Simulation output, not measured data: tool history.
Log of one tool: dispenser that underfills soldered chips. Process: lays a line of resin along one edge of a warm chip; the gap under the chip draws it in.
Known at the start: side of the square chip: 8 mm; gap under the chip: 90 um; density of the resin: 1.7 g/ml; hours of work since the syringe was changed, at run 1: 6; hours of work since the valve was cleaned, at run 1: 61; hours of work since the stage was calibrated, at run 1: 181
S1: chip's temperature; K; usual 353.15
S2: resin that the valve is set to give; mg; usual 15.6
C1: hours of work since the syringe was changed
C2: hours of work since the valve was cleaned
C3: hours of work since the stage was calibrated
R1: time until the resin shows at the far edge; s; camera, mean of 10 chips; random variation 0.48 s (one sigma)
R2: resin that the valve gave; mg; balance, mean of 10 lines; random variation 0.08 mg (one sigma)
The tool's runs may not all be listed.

| run | day | S1 | S2 | C1 | C2 | C3 | R1 | R2 |
|---|---|---|---|---|---|---|---|---|
| 1 | 0 | 353.15 | 15.6 | 6 | 61 | 181 | 43.2 | 15.08 |
|  | 0.104 | new syringe of resin |
| 2 | 0.192 | 353.15 | 15.6 | 2 | 64 | 184 | 37.4 | 14.86 |
| 3 | 0.421 | 353.15 | 18.1 | 6 | 68 | 188 | 41.7 | 17.1 |
|  | 0.554 | new syringe of resin |
| 4 | 0.642 | 353.15 | 18.1 | 2 | 72 | 191 | 38.1 | 17.32 |
| 5 | 0.788 | 353.15 | 18.1 | 4 | 74 | 194 | 40.5 | 17.09 |
|  | 0.929 | dispensing valve cleaned and set on the balance |
|  | 1.038 | new syringe of resin |
| 6 | 1.096 | 353.15 | 18.1 | 1 | 3 | 198 | 35.8 | 18.06 |
| 7 | 1.35 | 353.15 | 15.6 | 5 | 7 | 203 | 42.9 | 15.61 |
|  | 1.5 | new syringe of resin |
| 8 | 1.608 | 353.15 | 15.6 | 2 | 11 | 207 | 37.3 | 15.56 |
| 9 | 1.867 | 353.15 | 15.6 | 6 | 16 | 212 | 43.5 | 15.37 |
|  | 1.942 | new syringe of resin |
| 10 | 2.208 | 353.15 | 15.6 | 5 | 22 | 217 | 41.3 | 15.3 |
|  | 2.396 | new syringe of resin |
| 11 | 2.483 | 353.15 | 15.6 | 2 | 26 | 222 | 37.6 | 15.37 |
| 12 | 2.788 | 353.15 | 15.6 | 7 | 32 | 227 | 45.5 | 15.31 |
|  | 2.842 | new syringe of resin |
| 13 | 3.112 | 353.15 | 15.6 | 5 | 37 | 233 | 41.3 | 14.98 |
|  | 3.283 | new syringe of resin |
| 14 | 3.329 | 353.15 | 15.6 | 1 | 41 | 236 | 36.4 | 15.14 |
| 15 | 3.633 | 353.15 | 15.6 | 6 | 46 | 242 | 43.4 | 15.13 |
|  | 3.742 | new syringe of resin |
| 16 | 3.888 | 353.15 | 15.6 | 3 | 50 | 246 | 38.4 | 15.07 |
| 17 | 4.025 | 353.15 | 15.6 | 5 | 53 | 248 | 41.3 | 14.96 |
|  | 4.188 | new syringe of resin |
| 18 | 4.325 | 353.15 | 15.6 | 2 | 58 | 253 | 38.5 | 15.01 |
| 19 | 4.567 | 361.15 | 18 | 7 | 62 | 258 | 31.7 | 17.15 |
|  | 4.625 | new syringe of resin |
| 20 | 4.729 | 351.15 | 14.4 | 2 | 64 | 260 | 41.5 | 13.75 |
| 21 | 4.929 | 338.15 | 15.6 | 5 | 68 | 264 | 78.1 | 14.94 |
|  | 5.071 | new syringe of resin |
| 22 | 5.267 | 338.15 | 15.6 | 3 | 74 | 269 | 71.7 | 14.69 |
|  | 5.442 | dispensing valve cleaned and set on the balance |
| 23 | 5.512 | 368.15 | 14.7 | 7 | 1 | 273 | 26.1 | 14.62 |
|  | 5.554 | new syringe of resin |
| 24 | 5.842 | 368.15 | 14.7 | 5 | 7 | 278 | 23.4 | 14.72 |
|  | 5.996 | new syringe of resin |
| 25 | 6.092 | 361.15 | 16.5 | 2 | 11 | 283 | 26.7 | 16.46 |
| 26 | 6.392 | 361.15 | 16.5 | 7 | 16 | 288 | 32.2 | 16.39 |
|  | 6.442 | new syringe of resin |
| 27 | 6.671 | 363.15 | 16.5 | 4 | 21 | 292 | 26.7 | 16.3 |
|  | 6.896 | new syringe of resin |
| 28 | 6.988 | 363.15 | 13.6 | 2 | 26 | 298 | 25.8 | 13.46 |
| 29 | 7.208 | 362.15 | 14.5 | 5 | 30 | 302 | 29.7 | 14.17 |
|  | 7.333 | new syringe of resin |
| 30 | 7.546 | 362.15 | 14.5 | 4 | 36 | 307 | 28.4 | 14.06 |
|  | 7.783 | new syringe of resin |
| 31 | 7.825 | 343.15 | 13.8 | 1 | 40 | 312 | 53.8 | 13.36 |
| 32 | 8.129 | 343.15 | 17.2 | 6 | 46 | 317 | 61.1 | 16.64 |
|  | 8.233 | new syringe of resin |
| 33 | 8.367 | 339.15 | 13.9 | 2 | 50 | 321 | 68.8 | 13.32 |
|  | 8.679 | new syringe of resin |
| 34 | 8.692 | 353.15 | 16.4 | 0 | 55 | 327 | 34.7 | 15.76 |

Forecast each of these 3 alternatives for the next run:
| A | 8.971 | 341.15 | 19.7 | 5 | 60 | 332 | ? | ? |
| B | 8.971 | 353.15 | 15.6 | 5 | 60 | 332 | ? | ? |
| C | 8.971 | 343.15 | 14.8 | 5 | 60 | 332 | ? | ? |

| run | R1 | R2 |
|---|---|---|
| A | 63.6 | 18.89 |
| B | 39.9 | 14.94 |
| C | 61.6 | 14.18 |
Without the tool's hidden state the same runs would have given:
| run | R1 | R2 |
|---|---|---|
| A | 59.1 | 19.67 |
| B | 36.7 | 15.55 |
| C | 56.8 | 14.77 |
